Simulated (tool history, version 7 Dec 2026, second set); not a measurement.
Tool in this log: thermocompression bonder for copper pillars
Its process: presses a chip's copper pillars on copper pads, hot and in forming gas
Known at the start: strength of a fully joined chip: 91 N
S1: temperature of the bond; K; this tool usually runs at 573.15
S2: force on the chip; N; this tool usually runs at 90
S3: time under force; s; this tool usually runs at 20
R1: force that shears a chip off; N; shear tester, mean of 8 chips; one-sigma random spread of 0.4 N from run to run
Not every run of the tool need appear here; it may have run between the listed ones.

run	hour	S1	S2	S3	R1
1	0	573.15	90	20	38.4
2	62.8	573.15	90	20	37.4
3	102.4	573.15	90	20	37.8
4	138.9	573.15	90	20	37.4
# hour 200.5: forming gas filter changed
5	200.5	573.15	90	20	37.3
6	243.3	573.15	90	20	37.8
7	299.9	573.15	90	20	37.3
8	339.5	573.15	90	20	38
9	367.9	573.15	90	20	38.4
# hour 403: heater calibrated with a thermocouple chip
10	430.6	573.15	90	20	37.6
11	470	573.15	90	20	38.5
12	512.4	573.15	90	20	38.6
13	554.4	573.15	90	12	31.2
14	597.9	573.15	90	27	42.7
15	641.5	587.15	90	20	44.4
16	675.2	548.15	79	22	26.7
17	718.7	548.15	79	22	25.8
18	781.8	564.15	112	16	37.1
19	824.3	565.15	76	13	25.7
20	869.2	581.15	68	22	34.8
21	901	581.15	68	22	35.3
# hour 963.7: forming gas filter changed
22	963.7	569.15	90	20	36.6
23	1003.4	569.15	90	20	36.1
24	1036.4	573.15	101	20	40.4

Run 25 is up next; what results do you expect?
25	1092.8	573.15	101	20	?

{"run 25": {"R1": 41.3}}
With no hidden state in the tool, this same run would have given R1 41.3 N.

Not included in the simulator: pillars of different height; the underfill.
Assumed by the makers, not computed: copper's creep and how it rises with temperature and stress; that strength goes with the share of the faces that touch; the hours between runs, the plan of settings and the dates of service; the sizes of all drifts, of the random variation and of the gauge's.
